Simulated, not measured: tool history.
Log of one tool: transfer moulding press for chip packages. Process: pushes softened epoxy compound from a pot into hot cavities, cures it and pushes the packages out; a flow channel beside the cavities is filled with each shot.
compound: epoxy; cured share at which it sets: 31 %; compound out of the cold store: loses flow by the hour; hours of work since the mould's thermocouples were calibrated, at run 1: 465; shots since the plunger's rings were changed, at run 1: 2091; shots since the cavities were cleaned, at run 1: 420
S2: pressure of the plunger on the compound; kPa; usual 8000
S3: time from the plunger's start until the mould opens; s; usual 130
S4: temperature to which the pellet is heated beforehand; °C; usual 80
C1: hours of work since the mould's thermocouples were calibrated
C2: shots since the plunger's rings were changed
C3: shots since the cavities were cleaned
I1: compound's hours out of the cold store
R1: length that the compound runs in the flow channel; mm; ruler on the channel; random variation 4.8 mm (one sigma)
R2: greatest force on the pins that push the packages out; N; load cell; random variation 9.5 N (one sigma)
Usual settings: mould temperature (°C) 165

run 1 hour=0.0 | mould_temperature_(°C)=165 S2=8000 S3=130 S4=80 | C1=465 C2=2091 C3=420 | I1=44.5 | R1=510 R2=569
run 2 hour=17.3 | mould_temperature_(°C)=157 S2=8000 S3=130 S4=80 | C1=478 C2=2266 C3=595 | I1=10.2 | R1=589 R2=1061
run 3 hour=27.2 | mould_temperature_(°C)=157 S2=8000 S3=130 S4=80 | C1=485 C2=2367 C3=696 | I1=30.0 | R1=555 R2=1045
run 4 hour=40.2 | mould_temperature_(°C)=157 S2=8000 S3=130 S4=80 | C1=494 C2=2499 C3=828 | I1=31.9 | R1=548 R2=1059
-- hour=47.4 cavities cleaned with cleaning compound and waxed
run 5 hour=52.4 | mould_temperature_(°C)=157 S2=8000 S3=130 S4=80 | C1=502 C2=2608 C3=51 | I1=12.1 | R1=583 R2=769
run 6 hour=64.7 | mould_temperature_(°C)=157 S2=8000 S3=130 S4=80 | C1=511 C2=2733 C3=176 | I1=27.8 | R1=548 R2=843
run 7 hour=74.8 | mould_temperature_(°C)=157 S2=8000 S3=130 S4=80 | C1=518 C2=2835 C3=278 | I1=12.7 | R1=585 R2=933
run 8 hour=90.0 | mould_temperature_(°C)=157 S2=8440 S3=130 S4=80 | C1=529 C2=2989 C3=432 | I1=35.2 | R1=549 R2=896
run 9 hour=101.9 | mould_temperature_(°C)=157 S2=8440 S3=130 S4=80 | C1=538 C2=3110 C3=553 | I1=18.1 | R1=583 R2=1051
run 10 hour=110.2 | mould_temperature_(°C)=157 S2=8440 S3=130 S4=80 | C1=544 C2=3194 C3=637 | I1=40.2 | R1=526 R2=1012
-- hour=118.6 mould's thermocouples calibrated
run 11 hour=125.0 | mould_temperature_(°C)=157 S2=8440 S3=130 S4=80 | C1=5 C2=3323 C3=766 | I1=24.8 | R1=569 R2=977
-- hour=138.7 cavities cleaned with cleaning compound and waxed
run 12 hour=140.9 | mould_temperature_(°C)=157 S2=8440 S3=130 S4=80 | C1=15 C2=3470 C3=23 | I1=11.4 | R1=596 R2=726
run 13 hour=151.2 | mould_temperature_(°C)=165 S2=8000 S3=130 S4=80 | C1=23 C2=3574 C3=127 | I1=11.9 | R1=550 R2=500
run 14 hour=163.1 | mould_temperature_(°C)=165 S2=8000 S3=130 S4=80 | C1=31 C2=3695 C3=248 | I1=42.0 | R1=492 R2=514
run 15 hour=173.6 | mould_temperature_(°C)=165 S2=8000 S3=130 S4=80 | C1=39 C2=3802 C3=355 | I1=41.6 | R1=492 R2=546
run 16 hour=185.4 | mould_temperature_(°C)=168 S2=6750 S3=146 S4=80 | C1=47 C2=3921 C3=474 | I1=45.7 | R1=435 R2=537
run 17 hour=195.3 | mould_temperature_(°C)=165 S2=6680 S3=130 S4=84 | C1=55 C2=4022 C3=575 | I1=36.7 | R1=455 R2=593
run 18 hour=207.0 | mould_temperature_(°C)=165 S2=6680 S3=130 S4=84 | C1=63 C2=4141 C3=694 | I1=44.6 | R1=441 R2=631
run 19 hour=224.7 | mould_temperature_(°C)=165 S2=8000 S3=134 S4=81 | C1=76 C2=4320 C3=873 | I1=25.6 | R1=515 R2=634
-- hour=227.9 cavities cleaned with cleaning compound and waxed
run 20 hour=233.5 | mould_temperature_(°C)=165 S2=8000 S3=134 S4=81 | C1=81 C2=4394 C3=57 | I1=43.1 | R1=482 R2=447
run 21 hour=242.4 | mould_temperature_(°C)=165 S2=8000 S3=142 S4=78 | C1=88 C2=4484 C3=147 | I1=10.3 | R1=544 R2=476
run 22 hour=257.6 | mould_temperature_(°C)=172 S2=8000 S3=142 S4=80 | C1=99 C2=4638 C3=301 | I1=23.9 | R1=507 R2=496
run 23 hour=273.5 | mould_temperature_(°C)=170 S2=6060 S3=142 S4=87 | C1=110 C2=4799 C3=462 | I1=47.3 | R1=400 R2=552
run 24 hour=282.0 | mould_temperature_(°C)=170 S2=6060 S3=142 S4=87 | C1=117 C2=4886 C3=549 | I1=25.2 | R1=441 R2=557
run 25 hour=298.6 | mould_temperature_(°C)=164 S2=9590 S3=129 S4=88 | C1=129 C2=5054 C3=717 | I1=38.0 | R1=525 R2=623
run 26 hour=314.1 | mould_temperature_(°C)=159 S2=8000 S3=130 S4=80 | C1=140 C2=5211 C3=874 | I1=40.2 | R1=500 R2=858
-- hour=317.5 cavities cleaned with cleaning compound and waxed
run 27 hour=333.2 | mould_temperature_(°C)=159 S2=7130 S3=129 S4=71 | C1=153 C2=5390 C3=160 | I1=29.0 | R1=483 R2=703
run 28 hour=341.6 | mould_temperature_(°C)=164 S2=8000 S3=130 S4=73 | C1=159 C2=5476 C3=246 | I1=17.6 | R1=519 R2=551
run 29 hour=356.4 | mould_temperature_(°C)=164 S2=8000 S3=130 S4=73 | C1=170 C2=5626 C3=396 | I1=15.6 | R1=520 R2=608

3 ways to go on from here, each from the tool as it stands after run 29. What would each give?
run A hour=371.8 | mould_temperature_(°C)=165 S2=6450 S3=130 S4=83 | C1=181 C2=5781 C3=551 | I1=21.4 | R1=? R2=?
run B hour=371.8 | mould_temperature_(°C)=168 S2=8000 S3=130 S4=73 | C1=181 C2=5781 C3=551 | I1=14.4 | R1=? R2=?
run C hour=371.8 | mould_temperature_(°C)=164 S2=8000 S3=130 S4=74 | C1=181 C2=5781 C3=551 | I1=30.5 | R1=? R2=?

run=A R1=455 R2=580
run=B R1=524 R2=573
run=C R1=491 R2=622
Without the tool's hidden state the same runs would have given:
run=A R1=516 R2=411
run=B R1=595 R2=413
run=C R1=557 R2=442
